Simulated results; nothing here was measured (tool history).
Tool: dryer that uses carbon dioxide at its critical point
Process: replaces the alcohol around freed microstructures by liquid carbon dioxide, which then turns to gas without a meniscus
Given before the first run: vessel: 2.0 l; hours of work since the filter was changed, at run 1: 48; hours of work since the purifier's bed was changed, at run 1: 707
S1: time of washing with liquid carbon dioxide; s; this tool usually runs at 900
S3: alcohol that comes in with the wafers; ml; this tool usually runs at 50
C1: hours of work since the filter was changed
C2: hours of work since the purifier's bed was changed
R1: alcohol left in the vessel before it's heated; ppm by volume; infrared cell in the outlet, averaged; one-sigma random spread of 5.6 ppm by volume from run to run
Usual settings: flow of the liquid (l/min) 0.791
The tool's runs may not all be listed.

Run 1, hour 0: usual settings; C1 48; C2 707. Result: R1 334 ppm by volume.
Run 2, hour 53.2: usual settings; C1 75; C2 734. Result: R1 343 ppm by volume.
Run 3, hour 90: usual settings; C1 93; C2 752. Result: R1 370 ppm by volume.
Run 4, hour 134.9: usual settings; C1 116; C2 774. Result: R1 374 ppm by volume.
Run 5, hour 184.2: usual settings; C1 140; C2 799. Result: R1 386 ppm by volume.
Run 6, hour 215.6: usual settings; C1 156; C2 815. Result: R1 405 ppm by volume.
Run 7, hour 273.6: usual settings; C1 185; C2 844. Result: R1 428 ppm by volume.
Run 8, hour 302.9: usual settings; C1 200; C2 858. Result: R1 443 ppm by volume.
Run 9, hour 354: usual settings; C1 225; C2 884. Result: R1 456 ppm by volume.
Run 10, hour 402.4: usual settings; C1 249; C2 908. Result: R1 483 ppm by volume.
Run 11, hour 452: usual settings; C1 274; C2 933. Result: R1 491 ppm by volume.
Run 12, hour 516.1: usual settings; C1 306; C2 965. Result: R1 539 ppm by volume.
Run 13, hour 574.5: usual settings; C1 335; C2 994. Result: R1 578 ppm by volume.

What will run 14 give?
Run 14, hour 604.5: usual settings but flow of the liquid (l/min) 0.504, S3 94 ml; C1 350; C2 1009. Result: R1 ?.

R1: 3613 ppm by volume
On a tool with no hidden condition, and with the same random variation, this run would have come out at R1 2032 ppm by volume.

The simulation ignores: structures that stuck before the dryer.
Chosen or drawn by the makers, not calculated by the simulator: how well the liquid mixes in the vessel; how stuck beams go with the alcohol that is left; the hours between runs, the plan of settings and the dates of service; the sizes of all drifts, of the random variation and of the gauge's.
